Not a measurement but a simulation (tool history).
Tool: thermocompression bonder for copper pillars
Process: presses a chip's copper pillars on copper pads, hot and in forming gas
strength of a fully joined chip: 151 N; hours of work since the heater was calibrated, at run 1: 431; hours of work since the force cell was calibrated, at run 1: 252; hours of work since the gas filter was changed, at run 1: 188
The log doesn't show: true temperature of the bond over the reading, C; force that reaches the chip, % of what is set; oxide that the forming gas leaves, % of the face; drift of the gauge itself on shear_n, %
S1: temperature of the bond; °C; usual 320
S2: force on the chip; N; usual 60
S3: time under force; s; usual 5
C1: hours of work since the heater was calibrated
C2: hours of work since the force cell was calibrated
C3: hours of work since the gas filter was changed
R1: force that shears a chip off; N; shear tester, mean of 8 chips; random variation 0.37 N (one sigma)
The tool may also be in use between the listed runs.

| run | day | S1 | S2 | S3 | C1 | C2 | C3 | R1 |
|---|---|---|---|---|---|---|---|---|
| 1 | 0 | 320 | 60 | 5 | 431 | 252 | 188 | 66.3 |
| 2 | 0.35 | 320 | 60 | 5 | 435 | 257 | 193 | 67 |
| 3 | 0.883 | 320 | 60 | 5 | 443 | 264 | 200 | 65.8 |
| 4 | 1.4 | 320 | 60 | 5 | 449 | 271 | 207 | 66.2 |
| 5 | 1.754 | 320 | 73 | 5 | 454 | 276 | 212 | 73.8 |
| 6 | 2.192 | 320 | 73 | 5 | 460 | 281 | 218 | 74.1 |
|  | 2.346 | heater calibrated with a thermocouple chip |
| 7 | 2.975 | 315 | 41 | 5 | 8 | 291 | 227 | 49.7 |
|  | 3.671 | heater calibrated with a thermocouple chip, once more |
| 8 | 3.867 | 326 | 53 | 8 | 3 | 302 | 238 | 73 |
| 9 | 4.367 | 326 | 53 | 8 | 9 | 308 | 245 | 72 |
| 10 | 4.908 | 291 | 53 | 3 | 17 | 316 | 252 | 29.3 |

Forecast each of these 4 alternatives for the next run:
| A | 5.483 | 320 | 60 | 4 | 24 | 323 | 260 | ? |
| B | 5.483 | 305 | 53 | 3 | 24 | 323 | 260 | ? |
| C | 5.483 | 322 | 73 | 5 | 24 | 323 | 260 | ? |
| D | 5.483 | 303 | 46 | 5 | 24 | 323 | 260 | ? |

| run | R1 |
|---|---|
| A | 56.4 |
| B | 37.5 |
| C | 71.5 |
| D | 40.8 |
Without the tool's hidden state the same runs would have given:
| run | R1 |
|---|---|
| A | 58.8 |
| B | 39 |
| C | 74.7 |
| D | 42.3 |
